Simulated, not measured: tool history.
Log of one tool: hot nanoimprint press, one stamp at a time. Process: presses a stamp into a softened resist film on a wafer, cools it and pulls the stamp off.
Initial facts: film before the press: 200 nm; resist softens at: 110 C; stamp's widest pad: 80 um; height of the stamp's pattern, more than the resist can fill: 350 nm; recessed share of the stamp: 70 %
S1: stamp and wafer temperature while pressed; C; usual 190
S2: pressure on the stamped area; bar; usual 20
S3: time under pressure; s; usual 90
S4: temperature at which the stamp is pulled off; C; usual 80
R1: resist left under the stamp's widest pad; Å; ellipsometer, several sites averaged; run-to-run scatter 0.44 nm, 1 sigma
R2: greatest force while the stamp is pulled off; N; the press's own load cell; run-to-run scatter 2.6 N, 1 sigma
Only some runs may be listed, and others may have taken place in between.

run 1 hour=0 | S1=190 S2=20 S3=90 S4=80 | R1=1021 R2=203
run 2 hour=33.5 | S1=190 S2=20 S3=90 S4=80 | R1=1021 R2=208
run 3 hour=86.4 | S1=190 S2=20 S3=90 S4=80 | R1=1029 R2=216
run 4 hour=147.7 | S1=190 S2=20 S3=90 S4=80 | R1=1033 R2=219
run 5 hour=203.4 | S1=190 S2=20 S3=90 S4=80 | R1=1025 R2=235
-- hour=242 press's hydraulic seals changed and the load cell set to zero
run 6 hour=242 | S1=190 S2=20 S3=90 S4=80 | R1=1006 R2=235
run 7 hour=295.6 | S1=190 S2=20 S3=90 S4=80 | R1=1014 R2=249
run 8 hour=345.1 | S1=190 S2=20 S3=105 S4=80 | R1=955 R2=243
-- hour=376.3 stamp cleaned and given a new release coat
run 9 hour=412.3 | S1=190 S2=20 S3=90 S4=80 | R1=1010 R2=128
run 10 hour=441.1 | S1=190 S2=20 S3=90 S4=80 | R1=1021 R2=127
run 11 hour=490.6 | S1=190 S2=18.4 S3=90 S4=80 | R1=1045 R2=133
run 12 hour=524.3 | S1=190 S2=18.4 S3=90 S4=80 | R1=1057 R2=132
run 13 hour=573.7 | S1=190 S2=18.4 S3=90 S4=80 | R1=1060 R2=142
run 14 hour=605.8 | S1=181 S2=20 S3=90 S4=80 | R1=1308 R2=148
run 15 hour=662.1 | S1=181 S2=20 S3=90 S4=80 | R1=1314 R2=146
run 16 hour=693.4 | S1=190 S2=20 S3=104 S4=80 | R1=985 R2=141
run 17 hour=754.6 | S1=190 S2=20 S3=104 S4=80 | R1=982 R2=154
run 18 hour=795.9 | S1=190 S2=22.7 S3=127 S4=69 | R1=855 R2=196
run 19 hour=854.5 | S1=190 S2=18.9 S3=127 S4=84 | R1=943 R2=153
run 20 hour=899.4 | S1=190 S2=20 S3=106 S4=70 | R1=973 R2=206
-- hour=907.8 plate thermocouple calibrated
run 21 hour=938.7 | S1=193 S2=20 S3=155 S4=72 | R1=762 R2=194
run 22 hour=1001.3 | S1=193 S2=21 S3=155 S4=72 | R1=748 R2=208
run 23 hour=1048.7 | S1=193 S2=15.8 S3=155 S4=72 | R1=858 R2=202
run 24 hour=1081.9 | S1=193 S2=15.8 S3=155 S4=72 | R1=861 R2=209
run 25 hour=1122.6 | S1=193 S2=15.8 S3=155 S4=72 | R1=865 R2=216
run 26 hour=1172.7 | S1=193 S2=15.8 S3=155 S4=72 | R1=865 R2=212
run 27 hour=1205.7 | S1=193 S2=22.8 S3=155 S4=72 | R1=721 R2=235
run 28 hour=1245.6 | S1=198 S2=20 S3=90 S4=80 | R1=815 R2=199
run 29 hour=1306.9 | S1=190 S2=20 S3=90 S4=86 | R1=1029 R2=171
run 30 hour=1366.8 | S1=193 S2=20 S3=68 S4=86 | R1=1040 R2=182

Difference, measured minus no-hidden-state, one row per run. Run-to-run variation is common to both terms; the gauge's own scatter need not be:
Hidden conditions of the tool in this case: true temperature over the reading, C; pressure that arrives at the usual setting, %; grip of the stamp's worn release coat, % over a new coat's; drift of the gauge itself on residual_nm, %; drift of the gauge itself on pull_off_n, %.
run=1 R1=+20 R2=+83
run=2 R1=+21 R2=+88
run=3 R1=+23 R2=+95
run=4 R1=+26 R2=+98
run=5 R1=+29 R2=+109
run=6 R1=+7 R2=+111
run=7 R1=+8 R2=+121
run=8 R1=+10 R2=+121
run=9 R1=+13 R2=+4
run=10 R1=+14 R2=+6
run=11 R1=+16 R2=+10
run=12 R1=+18 R2=+12
run=13 R1=+20 R2=+17
run=14 R1=+24 R2=+20
run=15 R1=+26 R2=+25
run=16 R1=+24 R2=+26
run=17 R1=+26 R2=+32
run=18 R1=+26 R2=+44
run=19 R1=+29 R2=+39
run=20 R1=+31 R2=+55
run=21 R1=+10 R2=+53
run=22 R1=+11 R2=+61
run=23 R1=+14 R2=+63
run=24 R1=+15 R2=+67
run=25 R1=+16 R2=+73
run=26 R1=+18 R2=+76
run=27 R1=+18 R2=+86
run=28 R1=+20 R2=+76
run=29 R1=+27 R2=+69
run=30 R1=+29 R2=+75
